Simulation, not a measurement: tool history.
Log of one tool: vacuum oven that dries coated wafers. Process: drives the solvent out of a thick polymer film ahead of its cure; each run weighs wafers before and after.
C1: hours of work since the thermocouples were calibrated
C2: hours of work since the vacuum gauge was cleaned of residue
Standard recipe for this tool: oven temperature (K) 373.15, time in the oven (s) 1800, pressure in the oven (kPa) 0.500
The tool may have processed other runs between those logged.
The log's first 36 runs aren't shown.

Run 37, hour 1102.7: usual settings but time in the oven (s) 2220, pressure in the oven (kPa) 0.336; C1 1574; C2 1574. Result: solvent left in the film (%) 1.13.
Run 38, hour 1137.1: usual settings but pressure in the oven (kPa) 0.444; C1 1596; C2 1596. Result: solvent left in the film (%) 1.39.
Run 39, hour 1154.1: usual settings but time in the oven (s) 2520, pressure in the oven (kPa) 1.618; C1 1606; C2 1606. Result: solvent left in the film (%) 1.81.
Run 40, hour 1177.7: usual settings but time in the oven (s) 2520, pressure in the oven (kPa) 1.618; C1 1620; C2 1620. Result: solvent left in the film (%) 1.78.
Run 41, hour 1205.0: usual settings but pressure in the oven (kPa) 0.608; C1 1637; C2 1637. Result: solvent left in the film (%) 1.54.
Run 42, hour 1234.6: usual settings but pressure in the oven (kPa) 0.608; C1 1655; C2 1655. Result: solvent left in the film (%) 1.50.
Run 43, hour 1268.7: usual settings but oven temperature (K) 360.15; C1 1676; C2 1676. Result: solvent left in the film (%) 4.91.
Run 44, hour 1299.3: usual settings but oven temperature (K) 360.15; C1 1695; C2 1695. Result: solvent left in the film (%) 4.85.
Run 45, hour 1340.6: usual settings but oven temperature (K) 370.15, time in the oven (s) 2400, pressure in the oven (kPa) 1.344; C1 1720; C2 1720. Result: solvent left in the film (%) 2.18.

Each row is a separate what-if for the run after 45, all from the same tool condition, not one after another. Results?
At hour 1358.8: oven's thermocouples calibrated.
Run A, hour 1375.3: usual settings but oven temperature (K) 379.15; C1 10; C2 1740. Result: solvent left in the film (%) ?.
At hour 1358.8: oven's thermocouples calibrated.
Run B, hour 1375.3: usual settings but oven temperature (K) 370.15, time in the oven (s) 2400, pressure in the oven (kPa) 0.260; C1 10; C2 1740. Result: solvent left in the film (%) ?.
At hour 1358.8: oven's thermocouples calibrated.
Run C, hour 1375.3: usual settings but oven temperature (K) 379.15, time in the oven (s) 2400, pressure in the oven (kPa) 1.344; C1 10; C2 1740. Result: solvent left in the film (%) ?.
At hour 1358.8: oven's thermocouples calibrated.
Run D, hour 1375.3: usual settings but oven temperature (K) 388.15, time in the oven (s) 2340, pressure in the oven (kPa) 0.377; C1 10; C2 1740. Result: solvent left in the film (%) ?.

run  solvent left in the film (%)
  A                          0.97
  B                          1.62
  C                          1.31
  D                          0.56
Without the tool's unlogged condition, the same runs would have read:
run  solvent left in the film (%)
  A                          0.47
  B                          0.94
  C                          0.81
  D                          0.21
